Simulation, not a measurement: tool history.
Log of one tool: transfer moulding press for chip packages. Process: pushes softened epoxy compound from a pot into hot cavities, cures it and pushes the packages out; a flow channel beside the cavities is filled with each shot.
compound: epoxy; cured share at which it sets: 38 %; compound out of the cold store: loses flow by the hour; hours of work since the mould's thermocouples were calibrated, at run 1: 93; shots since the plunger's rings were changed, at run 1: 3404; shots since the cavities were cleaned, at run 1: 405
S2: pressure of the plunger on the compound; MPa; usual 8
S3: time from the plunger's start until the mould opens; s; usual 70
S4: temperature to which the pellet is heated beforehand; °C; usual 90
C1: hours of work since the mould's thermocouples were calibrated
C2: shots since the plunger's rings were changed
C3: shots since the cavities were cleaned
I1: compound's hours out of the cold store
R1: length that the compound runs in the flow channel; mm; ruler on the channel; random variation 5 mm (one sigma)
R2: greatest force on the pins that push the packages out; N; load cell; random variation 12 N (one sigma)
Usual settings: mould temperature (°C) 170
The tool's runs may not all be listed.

run 1 hour=0 | mould_temperature_(°C)=170 S2=8 S3=70 S4=90 | C1=93 C2=3404 C3=405 | I1=25 | R1=537 R2=905
-- hour=3.5 cavities cleaned with cleaning compound and waxed
run 2 hour=9.8 | mould_temperature_(°C)=170 S2=8 S3=70 S4=90 | C1=96 C2=3492 C3=67 | I1=35.2 | R1=526 R2=678
run 3 hour=14.4 | mould_temperature_(°C)=170 S2=8 S3=70 S4=90 | C1=98 C2=3540 C3=115 | I1=43.8 | R1=511 R2=722
run 4 hour=22.9 | mould_temperature_(°C)=170 S2=8 S3=93 S4=90 | C1=102 C2=3630 C3=205 | I1=16.7 | R1=543 R2=515
run 5 hour=33.6 | mould_temperature_(°C)=170 S2=8 S3=93 S4=90 | C1=106 C2=3743 C3=318 | I1=9.4 | R1=548 R2=588
run 6 hour=40.8 | mould_temperature_(°C)=170 S2=8 S3=93 S4=90 | C1=109 C2=3820 C3=395 | I1=24.5 | R1=533 R2=583
-- hour=45.7 cavities cleaned with cleaning compound and waxed
run 7 hour=47.4 | mould_temperature_(°C)=170 S2=8 S3=93 S4=88 | C1=111 C2=3873 C3=18 | I1=28.9 | R1=516 R2=438
run 8 hour=58 | mould_temperature_(°C)=170 S2=8 S3=93 S4=88 | C1=115 C2=3985 C3=130 | I1=31.5 | R1=526 R2=488
run 9 hour=64.4 | mould_temperature_(°C)=170 S2=8 S3=93 S4=88 | C1=118 C2=4053 C3=198 | I1=29.1 | R1=527 R2=510
run 10 hour=70.4 | mould_temperature_(°C)=170 S2=8 S3=93 S4=88 | C1=120 C2=4116 C3=261 | I1=13.3 | R1=539 R2=554
run 11 hour=78.1 | mould_temperature_(°C)=170 S2=7.54 S3=93 S4=88 | C1=123 C2=4198 C3=343 | I1=34.7 | R1=497 R2=565
-- hour=87.4 cavities cleaned with cleaning compound and waxed
run 12 hour=89.8 | mould_temperature_(°C)=170 S2=7.54 S3=93 S4=88 | C1=127 C2=4306 C3=26 | I1=15.5 | R1=521 R2=440
run 13 hour=96 | mould_temperature_(°C)=170 S2=8 S3=70 S4=97 | C1=130 C2=4371 C3=91 | I1=33.7 | R1=524 R2=677
run 14 hour=102.2 | mould_temperature_(°C)=170 S2=8 S3=70 S4=97 | C1=132 C2=4436 C3=156 | I1=47.5 | R1=504 R2=728
-- hour=106.8 plunger's sealing rings changed
run 15 hour=111.9 | mould_temperature_(°C)=170 S2=8 S3=70 S4=97 | C1=135 C2=54 C3=233 | I1=27.5 | R1=578 R2=783
run 16 hour=116.5 | mould_temperature_(°C)=170 S2=7.44 S3=70 S4=92 | C1=137 C2=103 C3=282 | I1=24.1 | R1=560 R2=850
run 17 hour=125.7 | mould_temperature_(°C)=170 S2=6.18 S3=76 S4=92 | C1=141 C2=199 C3=378 | I1=32.4 | R1=486 R2=752
-- hour=131.9 cavities cleaned with cleaning compound and waxed
run 18 hour=136.5 | mould_temperature_(°C)=170 S2=7.91 S3=83 S4=94 | C1=144 C2=298 C3=49 | I1=44.3 | R1=542 R2=476
run 19 hour=146.9 | mould_temperature_(°C)=170 S2=7.91 S3=83 S4=94 | C1=149 C2=408 C3=159 | I1=22.9 | R1=569 R2=556
run 20 hour=156.2 | mould_temperature_(°C)=165 S2=7.74 S3=70 S4=90 | C1=152 C2=506 C3=257 | I1=25.9 | R1=575 R2=1217
run 21 hour=166.9 | mould_temperature_(°C)=165 S2=7.74 S3=70 S4=90 | C1=157 C2=620 C3=371 | I1=32.7 | R1=569 R2=1317
run 22 hour=171.9 | mould_temperature_(°C)=165 S2=6.52 S3=93 S4=90 | C1=159 C2=672 C3=423 | I1=36.1 | R1=519 R2=723
-- hour=173.9 cavities cleaned with cleaning compound and waxed
run 23 hour=181 | mould_temperature_(°C)=165 S2=6.52 S3=93 S4=90 | C1=162 C2=753 C3=75 | I1=38 | R1=515 R2=576
run 24 hour=187.3 | mould_temperature_(°C)=165 S2=6.52 S3=93 S4=90 | C1=164 C2=819 C3=141 | I1=28.8 | R1=525 R2=605
run 25 hour=192.3 | mould_temperature_(°C)=170 S2=7.15 S3=70 S4=94 | C1=166 C2=872 C3=194 | I1=42.8 | R1=516 R2=742
run 26 hour=202.4 | mould_temperature_(°C)=170 S2=8 S3=97 S4=90 | C1=170 C2=979 C3=301 | I1=25.4 | R1=559 R2=547
run 27 hour=207.5 | mould_temperature_(°C)=168 S2=8.07 S3=70 S4=90 | C1=172 C2=1033 C3=355 | I1=38.2 | R1=561 R2=1021
run 28 hour=212.4 | mould_temperature_(°C)=168 S2=8.07 S3=70 S4=87 | C1=174 C2=1085 C3=407 | I1=45 | R1=550 R2=981

Forecast each of these 4 alternatives for the next run:
-- hour=215.6 cavities cleaned with cleaning compound and waxed
run A hour=219.2 | mould_temperature_(°C)=168 S2=7.31 S3=102 S4=87 | C1=176 C2=1140 C3=38 | I1=27.8 | R1=? R2=?
-- hour=215.6 cavities cleaned with cleaning compound and waxed
run B hour=219.2 | mould_temperature_(°C)=177 S2=8.07 S3=70 S4=87 | C1=176 C2=1140 C3=38 | I1=30.1 | R1=? R2=?
-- hour=215.6 cavities cleaned with cleaning compound and waxed
run C hour=219.2 | mould_temperature_(°C)=171 S2=7.86 S3=70 S4=93 | C1=176 C2=1140 C3=38 | I1=21.4 | R1=? R2=?
-- hour=215.6 cavities cleaned with cleaning compound and waxed
run D hour=219.2 | mould_temperature_(°C)=168 S2=7.99 S3=105 S4=99 | C1=176 C2=1140 C3=38 | I1=40 | R1=? R2=?

run=A R1=550 R2=426
run=B R1=543 R2=452
run=C R1=566 R2=632
run=D R1=555 R2=413
Without the tool's hidden state the same runs would have given:
run=A R1=561 R2=393
run=B R1=554 R2=415
run=C R1=577 R2=564
run=D R1=566 R2=383

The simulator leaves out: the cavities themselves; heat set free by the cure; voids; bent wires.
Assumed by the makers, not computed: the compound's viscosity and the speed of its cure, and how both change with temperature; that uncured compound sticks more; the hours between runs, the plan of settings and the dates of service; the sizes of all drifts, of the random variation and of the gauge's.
